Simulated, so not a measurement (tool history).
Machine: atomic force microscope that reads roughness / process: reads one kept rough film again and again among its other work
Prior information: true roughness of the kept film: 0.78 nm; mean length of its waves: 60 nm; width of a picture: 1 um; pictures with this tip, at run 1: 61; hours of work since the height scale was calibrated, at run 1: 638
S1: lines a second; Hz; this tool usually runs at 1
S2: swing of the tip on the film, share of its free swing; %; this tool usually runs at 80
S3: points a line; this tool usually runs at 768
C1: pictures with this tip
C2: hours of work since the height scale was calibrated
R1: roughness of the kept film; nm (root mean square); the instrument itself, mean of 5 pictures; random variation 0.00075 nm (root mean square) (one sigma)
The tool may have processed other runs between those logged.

run   hour    S1  S2    S3  C1   C2      R1
  1      0     1  80   768  61  638  0.7361
  2   10.5  0.76  80   768  75  647  0.7405
      15.3  -- new tip fitted
  3   31.1  0.76  80   768  21  662  0.7462
  4   56.5     1  80   768  55  682  0.7372
  5   72.7     1  80   768  77  695  0.7338
      76.6  -- new tip fitted
  6   87.3     1  80   383  15  706  0.7403
  7  110.5     1  80   768  46  724  0.7367
  8    132     1  80   768  74  740  0.7357
     136.7  -- new tip fitted
  9  147.9     1  85   768  15  752  0.7318
 10  170.4     1  85   768  45  770  0.7292
 11  188.9     1  85   768  70  784  0.7278
     198.2  -- new tip fitted
 12  204.7     1  85   768   9  796  0.7329
 13  222.9     1  85   768  33  810  0.7296
 14  233.5     1  80   768  47  819   0.737
 15  254.1     1  80   768  75  835  0.7337
     256.3  -- height scale calibrated on a step standard
     259.4  -- new tip fitted
 16  272.1     1  80   768  17   12  0.7369
 17  292.2     1  80   768  44   28  0.7337
 18    305     1  80   768  61   38  0.7334
     319.7  -- new tip fitted
 19    320     1  85   768   1   49  0.7312
 20  332.2     1  61   768  17   58  0.7562
 21  348.1     1  80   768  38   71  0.7343
 22  362.3     1  80   768  57   82  0.7337
 23  374.6  2.11  74   557  74   91  0.7166
     379.5  -- new tip fitted
     389.3  -- height scale calibrated on a step standard, once more
 24  392.8  0.67  76   289  16    3  0.7539
 25  417.7  1.73  80   768  50   22  0.7207
 26  429.4  1.73  80   768  65   31  0.7202
     440.7  -- new tip fitted
 27    455  0.56  86   700  19   51  0.7502
 28  478.2  2.23  78   768  50   69  0.7143
 29    489     1  83  1022  65   77  0.7354
       502  -- new tip fitted
 30  508.7     1  83  1022   9   92  0.7397
 31  524.8     1  80   416  31  105  0.7409
 32  535.5  1.59  80   416  45  113  0.7232
 33    560  0.65  79   939  78  132  0.7494
     562.4  -- new tip fitted
 34  576.5  2.56  79   939  19  145  0.7046
 35  593.1  1.19  62   939  41  157  0.7563
 36  613.8  1.19  62   939  69  174  0.7548
     623.6  -- new tip fitted
 37    632  1.19  62   939  11  187   0.759
 38  642.9     1  80   589  26  196  0.7421
 39  660.6     1  80   466  50  210  0.7393
 40  672.9  1.15  62   386  66  219  0.7546
     685.3  -- new tip fitted
 41  685.3     1  64   600   0  228  0.7609
 42    697  1.47  64   600  16  238  0.7541
 43  714.7  1.47  57   573  40  251  0.7577
 44  731.3  1.47  61   573  62  264  0.7539

For some of the steps in R1 from one run to the next: how much would appear even if the tool had no hidden state, given the settings, what came in and random variation, and how much remains for the hidden state plus any gauge scatter that the measured result and the result without hidden state don't share?
What the log doesn't record here: radius of the tip, nm; height scale over the true one, %; drift of the gauge itself on roughness_nm, %.
Run 5 -> 6: S3 768 -> 383, new tip fitted. R1 +0.0065 nm (root mean square): hidden state +0.006, all else +0.0005.
Run 23 -> 24: S1 2.11 -> 0.67, S2 74 -> 76, S3 557 -> 289, new tip fitted, height scale calibrated on a step standard, once more. R1 +0.0373 nm (root mean square): hidden state +0.012, all else +0.0253.
Run 33 -> 34: S1 0.65 -> 2.56, new tip fitted. R1 -0.0448 nm (root mean square): hidden state +0.0048, all else -0.0496.
Run 34 -> 35: S1 2.56 -> 1.19, S2 79 -> 62. R1 +0.0517 nm (root mean square): hidden state -0.0026, all else +0.0543.
Run 40 -> 41: S1 1.15 -> 1, S2 62 -> 64, S3 386 -> 600, new tip fitted. R1 +0.0063 nm (root mean square): hidden state +0.006, all else +0.0003.

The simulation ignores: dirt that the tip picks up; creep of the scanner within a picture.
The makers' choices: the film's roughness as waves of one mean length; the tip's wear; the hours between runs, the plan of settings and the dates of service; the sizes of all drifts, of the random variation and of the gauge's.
